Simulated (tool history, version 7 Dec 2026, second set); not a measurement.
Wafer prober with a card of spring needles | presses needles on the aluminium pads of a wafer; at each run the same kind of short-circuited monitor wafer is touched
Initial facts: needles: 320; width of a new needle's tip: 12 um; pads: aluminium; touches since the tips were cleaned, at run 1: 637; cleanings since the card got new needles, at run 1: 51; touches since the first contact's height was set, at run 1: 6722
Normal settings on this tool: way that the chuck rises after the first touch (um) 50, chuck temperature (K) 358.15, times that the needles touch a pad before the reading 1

run,hour,way that the chuck rises after the first touch (um),chuck temperature (K),times that the needles touch a pad before the reading,touches since the tips were cleaned,cleanings since the card got new needles,touches since the first contact's height was set,resistance of one needle with its contact and lead (mohm),way that a needle slides on the pad (um)
1,0,50,358.15,1,637,51,6722,133,9.66
# hour 5.8: tips cleaned on abrasive film
# hour 12.9: tips cleaned on abrasive film
2,16.7,37,358.15,1,1556,53,13622,139,7.05
# hour 19.5: tips cleaned on abrasive film
# hour 27.4: tips cleaned on abrasive film
# hour 34.7: tips cleaned on abrasive film
3,38.2,37,358.15,1,1445,56,22524,141,7.03
# hour 41.5: tips cleaned on abrasive film
# hour 49.5: tips cleaned on abrasive film
4,54.2,50,358.15,1,1991,58,29173,135,9.53
# hour 57.6: tips cleaned on abrasive film
# hour 65.4: tips cleaned on abrasive film
# hour 73.3: tips cleaned on abrasive film
5,75.1,50,358.15,2,761,61,37793,133,9.6
# hour 81.2: tips cleaned on abrasive film
# hour 88.1: tips cleaned on abrasive film
# hour 95.6: tips cleaned on abrasive film
6,101.6,50,369.15,1,2495,64,48758,135,9.55
# hour 103.3: tips cleaned on abrasive film
# hour 110.3: tips cleaned on abrasive film
7,116.2,50,299.15,1,2457,66,54810,124,9.61
# hour 117.9: tips cleaned on abrasive film
# hour 125.5: tips cleaned on abrasive film
# hour 132: tips cleaned on abrasive film
# hour 139.3: tips cleaned on abrasive film
8,140.3,50,299.15,1,420,70,64770,123,9.7
# hour 146.4: tips cleaned on abrasive film
# hour 153.9: tips cleaned on abrasive film
9,153.9,50,299.15,2,0,72,70382,124,9.64
# hour 161.7: tips cleaned on abrasive film
# hour 169.4: tips cleaned on abrasive film
# hour 176.2: tips cleaned on abrasive film
10,176.2,50,299.15,2,0,75,79595,121,9.6
# hour 184.3: tips cleaned on abrasive film
# hour 192.1: tips cleaned on abrasive film
11,195.9,50,299.15,2,1568,77,87769,124,9.72
# hour 200.1: tips cleaned on abrasive film
# hour 208.2: tips cleaned on abrasive film
12,208.3,50,299.15,2,40,79,92898,120,9.74
# hour 214.9: tips cleaned on abrasive film
# hour 222.6: tips cleaned on abrasive film
13,223.3,44,358.15,1,311,81,99105,135,8.61
# hour 229.8: tips cleaned on abrasive film
# hour 237.7: tips cleaned on abrasive film
14,237.9,58,358.15,1,110,83,105153,130,11.23
# hour 245.3: tips cleaned on abrasive film
# hour 252.6: tips cleaned on abrasive film
# hour 259.2: tips cleaned on abrasive film
15,261.6,58,358.15,1,1013,86,114939,133,11.38
# hour 265.8: tips cleaned on abrasive film
# hour 273.5: tips cleaned on abrasive film
# hour 280.8: tips cleaned on abrasive film
16,280.8,65,363.15,2,0,89,122850,129,12.67
# hour 288.8: tips cleaned on abrasive film
# hour 296.6: tips cleaned on abrasive film
# hour 303.7: tips cleaned on abrasive film
17,304.3,52,358.15,2,226,92,132581,130,10.09
# hour 310.3: gauge calibrated
# hour 310.4: tips cleaned on abrasive film
# hour 318: tips cleaned on abrasive film
# hour 325.6: tips cleaned on abrasive film
18,331.2,56,301.15,1,2317,95,143740,121,10.71
# hour 332.9: tips cleaned on abrasive film
# hour 340.5: tips cleaned on abrasive film
# hour 347.9: tips cleaned on abrasive film
19,351.5,43,326.15,2,1531,98,152148,130,8.27
# hour 354.8: tips cleaned on abrasive film
# hour 363: tips cleaned on abrasive film
# hour 365.8: height of the first contact set anew
# hour 370.7: tips cleaned on abrasive film
20,370.9,43,326.15,2,68,101,2097,132,8.21
# hour 378.4: tips cleaned on abrasive film
# hour 385.8: tips cleaned on abrasive film
# hour 393.5: tips cleaned on abrasive film
21,396.6,43,326.15,2,1309,104,12779,130,8.16
# hour 401.6: tips cleaned on abrasive film
# hour 408.8: tips cleaned on abrasive film
22,414.2,64,358.15,1,2248,106,20052,130,12.3
# hour 415.5: tips cleaned on abrasive film
# hour 422.7: tips cleaned on abrasive film
# hour 430.6: tips cleaned on abrasive film
# hour 437.6: tips cleaned on abrasive film
23,440.5,50,354.15,1,1224,110,30927,131,9.67
# hour 445: tips cleaned on abrasive film
# hour 452.4: tips cleaned on abrasive film
# hour 459: tips cleaned on abrasive film
# hour 466.8: tips cleaned on abrasive film
24,467,50,354.15,1,82,114,41875,130,9.65
# hour 473.6: tips cleaned on abrasive film
# hour 481.2: tips cleaned on abrasive film
25,483.2,50,379.15,2,827,116,48572,134,9.71
# hour 489: tips cleaned on abrasive film
# hour 497: tips cleaned on abrasive film
26,498.6,50,379.15,2,659,118,54935,136,9.6
# hour 505: tips cleaned on abrasive film
# hour 512.6: tips cleaned on abrasive film
27,515,55,298.15,1,991,120,61745,123,10.68
# hour 519.9: tips cleaned on abrasive film
# hour 527.7: tips cleaned on abrasive film
# hour 534.9: tips cleaned on abrasive film
28,539.6,30,393.15,1,1987,123,71926,150,5.83
# hour 542.9: tips cleaned on abrasive film
# hour 550.6: tips cleaned on abrasive film
# hour 558: tips cleaned on abrasive film
29,564.3,50,310.15,1,2623,126,82156,126,9.66

Predict each of these 3 candidate next runs independently; none follows another, all start after run 29:
# hour 566: tips cleaned on abrasive film
# hour 574: tips cleaned on abrasive film
# hour 582.1: tips cleaned on abrasive film
# hour 589.3: tips cleaned on abrasive film
A,589.3,52,310.15,1,0,130,92483,?,?
# hour 566: tips cleaned on abrasive film
# hour 574: tips cleaned on abrasive film
# hour 582.1: tips cleaned on abrasive film
# hour 589.3: tips cleaned on abrasive film
B,589.3,36,358.15,1,0,130,92483,?,?
# hour 566: tips cleaned on abrasive film
# hour 574: tips cleaned on abrasive film
# hour 582.1: tips cleaned on abrasive film
# hour 589.3: tips cleaned on abrasive film
C,589.3,36,302.15,1,0,130,92483,?,?

run,resistance of one needle with its contact and lead (mohm),way that a needle slides on the pad (um)
A,126,10.06
B,138,6.94
C,130,7.11
Stripped of hidden state, with their random variation kept, the same runs would have yielded:
run,resistance of one needle with its contact and lead (mohm),way that a needle slides on the pad (um)
A,126,9.83
B,138,6.78
C,130,6.95

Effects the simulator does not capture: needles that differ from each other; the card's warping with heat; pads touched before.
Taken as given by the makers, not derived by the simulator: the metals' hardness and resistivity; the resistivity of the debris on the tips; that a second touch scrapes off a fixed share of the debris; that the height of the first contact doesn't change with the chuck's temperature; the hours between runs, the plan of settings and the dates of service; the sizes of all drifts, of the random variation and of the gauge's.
